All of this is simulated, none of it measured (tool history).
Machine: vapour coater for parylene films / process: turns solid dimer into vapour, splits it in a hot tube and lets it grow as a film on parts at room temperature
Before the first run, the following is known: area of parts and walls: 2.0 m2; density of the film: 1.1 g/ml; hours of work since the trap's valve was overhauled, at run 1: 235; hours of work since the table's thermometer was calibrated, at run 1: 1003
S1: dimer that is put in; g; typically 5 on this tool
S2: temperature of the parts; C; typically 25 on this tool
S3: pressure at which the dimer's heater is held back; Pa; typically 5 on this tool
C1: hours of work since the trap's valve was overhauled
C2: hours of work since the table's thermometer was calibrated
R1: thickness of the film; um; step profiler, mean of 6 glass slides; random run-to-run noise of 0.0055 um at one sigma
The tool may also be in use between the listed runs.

Run 1, hour 0: usual settings; C1 235; C2 1003. Result: R1 1.331 um.
Run 2, hour 36.2: usual settings; C1 266; C2 1034. Result: R1 1.315 um.
Run 3, hour 69.8: usual settings; C1 294; C2 1062. Result: R1 1.305 um.
At hour 88.4: trap's valve overhauled.
Run 4, hour 110: usual settings but S3 7.83 Pa; C1 18; C2 1092. Result: R1 1.357 um.
Run 5, hour 142.4: usual settings but S2 26 C; C1 45; C2 1120. Result: R1 1.37 um.
Run 6, hour 167.1: usual settings but S2 26 C; C1 66; C2 1141. Result: R1 1.365 um.
Run 7, hour 186.1: usual settings but S2 26 C; C1 82; C2 1157. Result: R1 1.353 um.
Run 8, hour 209.6: usual settings but S3 5.83 Pa; C1 102; C2 1176. Result: R1 1.358 um.
Run 9, hour 226.1: usual settings but S3 5.83 Pa; C1 116; C2 1190. Result: R1 1.354 um.
Run 10, hour 250.5: usual settings but S3 5.83 Pa; C1 137; C2 1211. Result: R1 1.34 um.
Run 11, hour 286.4: usual settings but S1 3 g, S2 35 C, S3 4.72 Pa; C1 167; C2 1241. Result: R1 0.665 um.
Run 12, hour 315: usual settings but S1 4 g, S3 3.41 Pa; C1 191; C2 1265. Result: R1 1.108 um.
Run 13, hour 345: usual settings but S2 22 C, S3 11.61 Pa; C1 216; C2 1290. Result: R1 1.34 um.
Run 14, hour 371: usual settings but S2 22 C, S3 11.61 Pa; C1 238; C2 1312. Result: R1 1.338 um.
Run 15, hour 396.1: usual settings but S3 6.52 Pa; C1 259; C2 1333. Result: R1 1.294 um.
Run 16, hour 425.2: usual settings but S1 3 g, S2 17 C, S3 2.72 Pa; C1 284; C2 1358. Result: R1 0.971 um.
At hour 457.1: trap's valve overhauled.
Run 17, hour 463.5: usual settings but S2 28 C, S3 2.02 Pa; C1 5; C2 1387. Result: R1 1.405 um.

How the hidden state differs across the entries between the runs, from the last listed run before each to the first after it:
Runs 3 to 4: trap's valve overhauled (hour 88.4)
  vapour lost through the trap's worn valve, %: 6.9 -> 0.7; true temperature of the parts over the reading, C: -0.61 -> -0.62
  measured value less the no-hidden-state value, R1: -0.079 -> +0.008 um
Runs 16 to 17: trap's valve overhauled (hour 457.1)
  vapour lost through the trap's worn valve, %: 6.8 -> 0.4; true temperature of the parts over the reading, C: -0.74 -> -0.76
  measured value less the no-hidden-state value, R1: -0.055 -> +0.016 um
